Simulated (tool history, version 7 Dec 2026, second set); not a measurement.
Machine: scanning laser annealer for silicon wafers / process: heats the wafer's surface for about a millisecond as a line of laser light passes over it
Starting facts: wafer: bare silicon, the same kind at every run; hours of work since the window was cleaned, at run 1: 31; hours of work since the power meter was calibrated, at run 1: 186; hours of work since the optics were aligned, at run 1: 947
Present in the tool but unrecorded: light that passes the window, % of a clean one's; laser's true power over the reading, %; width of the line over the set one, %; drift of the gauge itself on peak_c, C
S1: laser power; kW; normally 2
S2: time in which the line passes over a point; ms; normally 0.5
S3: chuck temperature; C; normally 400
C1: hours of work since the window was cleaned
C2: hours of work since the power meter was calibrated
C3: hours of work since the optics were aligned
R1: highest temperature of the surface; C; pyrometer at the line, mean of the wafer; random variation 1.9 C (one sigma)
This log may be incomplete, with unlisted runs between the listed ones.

| run | hour | S1 | S2 | S3 | C1 | C2 | C3 | R1 |
|---|---|---|---|---|---|---|---|---|
| 1 | 0 | 2 | 0.5 | 400 | 31 | 186 | 947 | 1170 |
| 2 | 16.8 | 2 | 0.5 | 400 | 38 | 193 | 954 | 1174 |
| 3 | 30.2 | 2 | 0.5 | 381 | 43 | 199 | 960 | 1153 |
| 4 | 42.2 | 2 | 0.5 | 381 | 48 | 204 | 965 | 1153 |
| 5 | 56.4 | 2 | 0.5 | 400 | 54 | 210 | 971 | 1171 |
| 6 | 67.9 | 2 | 0.5 | 400 | 58 | 214 | 975 | 1175 |
| 7 | 84.8 | 2 | 0.5 | 400 | 65 | 221 | 982 | 1168 |
| 8 | 93.1 | 2 | 0.5 | 400 | 69 | 225 | 986 | 1165 |
| 9 | 105 | 2 | 0.5 | 400 | 74 | 229 | 990 | 1170 |
| 10 | 122 | 2 | 0.5 | 400 | 81 | 236 | 997 | 1163 |
| 11 | 129.5 | 2 | 0.5 | 400 | 84 | 239 | 1000 | 1165 |
| 12 | 144.3 | 1.987 | 0.5 | 400 | 90 | 246 | 1006 | 1160 |
| 13 | 154.7 | 2.193 | 0.5 | 400 | 94 | 250 | 1011 | 1260 |
| 14 | 163.3 | 2.193 | 0.5 | 400 | 98 | 253 | 1014 | 1260 |
| 15 | 173.4 | 2 | 0.5 | 400 | 102 | 257 | 1018 | 1158 |
| 16 | 191.2 | 2 | 0.5 | 400 | 109 | 265 | 1026 | 1164 |
| 17 | 201.3 | 2 | 0.5 | 400 | 113 | 269 | 1030 | 1159 |
| 18 | 211 | 2 | 0.5 | 400 | 117 | 273 | 1034 | 1162 |
| 19 | 220.1 | 2 | 0.498 | 433 | 121 | 277 | 1038 | 1192 |
| 20 | 235.3 | 1.921 | 0.367 | 400 | 127 | 283 | 1044 | 1022 |
| 21 | 248 | 2.192 | 0.406 | 365 | 132 | 288 | 1049 | 1136 |
| 22 | 259.8 | 1.918 | 0.405 | 377 | 137 | 293 | 1054 | 1026 |
| 23 | 277.8 | 2 | 0.395 | 400 | 144 | 300 | 1061 | 1071 |
| 24 | 286.6 | 2 | 0.421 | 439 | 148 | 304 | 1065 | 1138 |
| 25 | 294.7 | 2.033 | 0.5 | 375 | 151 | 307 | 1068 | 1151 |
| 26 | 310.4 | 2.058 | 0.405 | 411 | 158 | 314 | 1074 | 1120 |
| 27 | 327.4 | 2.058 | 0.405 | 411 | 165 | 320 | 1081 | 1121 |
| 28 | 336.1 | 2.044 | 0.5 | 361 | 168 | 324 | 1085 | 1131 |
| 29 | 347.9 | 2.044 | 0.5 | 382 | 173 | 329 | 1090 | 1155 |
| 30 | 356 | 1.988 | 0.413 | 378 | 176 | 332 | 1093 | 1056 |
| 31 | 371 | 1.988 | 0.413 | 378 | 183 | 338 | 1099 | 1057 |
| 32 | 380.7 | 2 | 0.58 | 438 | 187 | 342 | 1103 | 1243 |
| 33 | 396.7 | 2 | 0.58 | 438 | 193 | 349 | 1110 | 1242 |
| 34 | 412.5 | 2.162 | 0.58 | 405 | 200 | 355 | 1116 | 1293 |

5 options for the next run, each taken on its own from the tool as it stands now. Forecast them:
| A | 419.9 | 1.977 | 0.493 | 405 | 203 | 358 | 1119 | ? |
| B | 419.9 | 1.823 | 0.461 | 400 | 203 | 358 | 1119 | ? |
| C | 419.9 | 1.871 | 0.525 | 405 | 203 | 358 | 1119 | ? |
| D | 419.9 | 2.162 | 0.363 | 405 | 203 | 358 | 1119 | ? |
| E | 419.9 | 2.162 | 0.388 | 405 | 203 | 358 | 1119 | ? |

| run | R1 |
|---|---|
| A | 1134 |
| B | 1035 |
| C | 1107 |
| D | 1116 |
| E | 1137 |
Take away the tool's hidden state, keep each run's random variation, and the runs would have read:
| run | R1 |
|---|---|
| A | 1178 |
| B | 1074 |
| C | 1149 |
| D | 1159 |
| E | 1182 |

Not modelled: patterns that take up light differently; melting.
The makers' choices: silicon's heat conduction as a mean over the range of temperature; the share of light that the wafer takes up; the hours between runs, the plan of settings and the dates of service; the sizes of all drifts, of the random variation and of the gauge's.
